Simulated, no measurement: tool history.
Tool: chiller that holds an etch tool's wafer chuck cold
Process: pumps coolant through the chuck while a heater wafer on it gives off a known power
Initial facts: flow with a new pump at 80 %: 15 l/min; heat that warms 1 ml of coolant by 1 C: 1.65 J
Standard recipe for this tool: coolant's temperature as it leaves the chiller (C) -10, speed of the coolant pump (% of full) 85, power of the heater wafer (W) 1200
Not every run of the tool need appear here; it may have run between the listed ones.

run   hour  coolant's temperature as it leaves the chiller (C)  speed of the coolant pump (% of full)  power of the heater wafer (W)  chuck's temperature once it has settled (C)  how much warmer the coolant comes back (C)
  1      0                                                 -10                                     85                           1200                                         -3.3                                        2.72
  2   73.8                                                 -10                                     70                           1200                                         -2.1                                        3.31
  3  127.1                                                 -10                                     74                           1200                                         -2.4                                        3.17
  4    182                                                 -10                                     85                           1200                                         -3.2                                        2.74
  5  245.9                                                 -10                                     85                           1200                                         -3.2                                        2.76
  6  300.9                                                 -14                                     85                           1200                                         -7.2                                        2.75
  7  369.9                                                 -14                                     85                            858                                         -9.2                                        1.93
  8  413.7                                                 -14                                     85                            858                                         -9.2                                           2
  9  447.7                                                 -14                                     85                            858                                           -9                                        1.95
 10  479.9                                                 -10                                     74                           1200                                         -2.4                                        3.17
 11  555.5                                                 -10                                     74                           1294                                         -1.9                                         3.4
 12  619.3                                                 -16                                     85                           1200                                         -9.2                                        2.73
 13  665.8                                                 -16                                     88                           1416                                         -8.4                                        3.11
 14  722.9                                                 -16                                     88                           1416                                         -8.3                                        3.08
 15  787.8                                                  -5                                     73                            905                                            1                                        2.43
 16  828.2                                                 -10                                     64                            661                                         -5.4                                        1.94
 17    873                                                 -14                                     86                           1200                                         -7.3                                        2.76

3 options for the next run, each taken on its own from the tool as it stands now. Forecast them:
  A  951.2                                                 -16                                     85                           1088                                            ?                                           ?
  B  951.2                                                 -14                                     86                            917                                            ?                                           ?
  C  951.2                                                 -10                                     72                           1200                                            ?                                           ?

run  chuck's temperature once it has settled (C)  how much warmer the coolant comes back (C)
  A                                          -10                                        2.46
  B                                         -8.9                                        2.02
  C                                         -2.4                                        3.19
Without the tool's unlogged condition, the same runs would have read:
run  chuck's temperature once it has settled (C)  how much warmer the coolant comes back (C)
  A                                          -10                                        2.46
  B                                         -8.9                                        2.02
  C                                         -2.5                                        3.19
